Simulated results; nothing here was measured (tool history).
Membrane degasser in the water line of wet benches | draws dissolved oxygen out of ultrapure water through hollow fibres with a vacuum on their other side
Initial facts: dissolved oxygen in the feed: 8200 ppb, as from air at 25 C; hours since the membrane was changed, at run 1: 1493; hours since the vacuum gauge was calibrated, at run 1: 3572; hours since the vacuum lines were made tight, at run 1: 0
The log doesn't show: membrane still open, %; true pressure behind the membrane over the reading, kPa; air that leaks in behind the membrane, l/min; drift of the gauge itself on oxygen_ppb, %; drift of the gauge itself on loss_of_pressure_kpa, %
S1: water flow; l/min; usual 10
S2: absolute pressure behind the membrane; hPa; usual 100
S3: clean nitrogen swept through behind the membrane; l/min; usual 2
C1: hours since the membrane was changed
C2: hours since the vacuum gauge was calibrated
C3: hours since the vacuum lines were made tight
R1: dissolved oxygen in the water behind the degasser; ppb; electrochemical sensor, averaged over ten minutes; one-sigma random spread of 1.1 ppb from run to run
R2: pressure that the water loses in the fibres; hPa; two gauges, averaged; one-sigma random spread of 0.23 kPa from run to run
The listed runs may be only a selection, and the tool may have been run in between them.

run,hour,S1,S2,S3,C1,C2,C3,R1,R2
1,0,10,100,2,1493,3572,0,100.3,591.7
2,267.5,10,139,2,1761,3839,268,144.6,590.4
# hour 384.6: vacuum gauge calibrated
3,445,10,139,2,1938,60,445,146.9,588.7
4,774.8,16,139,2,2268,390,774,241.1,952.3
5,1036.8,10,100,2,2530,652,1036,101,589.9
6,1197.7,10,100,2,2690,813,1197,100,591.1
7,1399.8,10,155,2,2893,1015,1399,169.3,595
8,1690.1,10,104,2,3183,1305,1690,107,592.3
9,1987.4,10,104,2,3480,1603,1987,106,597.7
10,2141.3,10,104,2,3634,1757,2141,104,591.8
11,2316.6,10,100,2,3809,1932,2316,102.2,592.6
12,2496.2,10,100,2,3989,2112,2496,100.8,591
13,2766.7,10,100,2,4259,2382,2766,100.2,593.8
14,2914.9,10,100,2,4408,2530,2914,102.2,591.3
15,3065,10,100,1.46,4558,2680,3064,130.2,595.8
16,3277.4,10,100,1.46,4770,2893,3277,129.1,591.9
17,3420.4,13,182,2,4913,3036,3420,257,772.5
18,3580.9,13,172,2,5074,3196,3580,244.9,771.7
19,3859.3,13,172,1.18,5352,3475,3859,385.4,773.8
20,4073.3,13,172,1.18,5566,3689,4073,369.4,774.9
# hour 4334.4: vacuum gauge calibrated
21,4335.1,12,111,0.82,5827,1,4334,284.4,716.6
22,4614.9,10,100,2.14,6107,280,4614,96.6,593.2
# hour 4883: seals of the vacuum lines changed
23,4905.9,13,100,1.08,6396,569,23,216.2,770.5
24,5232.3,10,112,2,6723,896,349,115.6,595
25,5521.7,10,112,2,7012,1185,639,113.9,594
26,5836.9,10,100,1.75,7327,1500,954,113.4,593.2
27,5993.8,10,100,1.75,7484,1657,1111,109.4,594.7
28,6296.4,13,145,2.1,7787,1960,1413,193.7,769.8
29,6612.3,14,93,5.84,8102,2276,1729,70.4,832.5
30,6885.9,8,120,1.6,8376,2549,2003,118.8,476
31,7161.8,10,95,1.52,8652,2825,2279,117.9,594.1

Run 32 comes next. What will it give?
32,7462.8,11,100,2,8953,3126,2580,?,?

R1: 112.3 ppb
R2: 651.3 hPa
Were there no unlogged condition in the tool, this run, its random variation unchanged, would have produced R1 111.9 ppb, R2 649.8 hPa.

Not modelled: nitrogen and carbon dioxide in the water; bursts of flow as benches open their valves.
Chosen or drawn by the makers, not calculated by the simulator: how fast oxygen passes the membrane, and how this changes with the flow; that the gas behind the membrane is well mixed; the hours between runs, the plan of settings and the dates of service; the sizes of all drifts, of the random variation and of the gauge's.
